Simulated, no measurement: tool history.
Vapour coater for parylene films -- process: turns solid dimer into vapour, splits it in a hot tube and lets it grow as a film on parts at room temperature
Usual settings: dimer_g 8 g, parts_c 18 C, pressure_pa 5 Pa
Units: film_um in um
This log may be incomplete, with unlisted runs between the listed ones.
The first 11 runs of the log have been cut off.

run    hour  dimer_g  parts_c  pressure_pa  film_um
 12   480.3        8       18            5      1.3
 13   515.3        8       17            5     1.35
 14     548        8       27            5      0.9
      557.1  -- trap's valve overhauled
 15   587.3        3       18            5     0.53
 16     616        3       18            5     0.55
 17   643.7        3       18            5     0.53
 18   695.2        8       18            5     1.38
      733.7  -- table's thermometer calibrated
 19   754.1        5       18            5     0.78
 20   787.1        5       18            5     0.75
 21   827.7        5       20            5     0.66
      836.2  -- trap's valve overhauled
 22     872        6       18            5     1.08
 23   904.7        6       18            5     1.02
 24   949.3        8       18            5      1.4
 25  1001.6        8       14            5      1.5
 26  1044.4        8       14            5     1.55

Forecast run 27:
 27  1091        8       18         6.31        ?

{"run 27": {"film_um": 1.15}}
Had the tool carried no hidden state, the very same run would have given film_um 1.34 um.
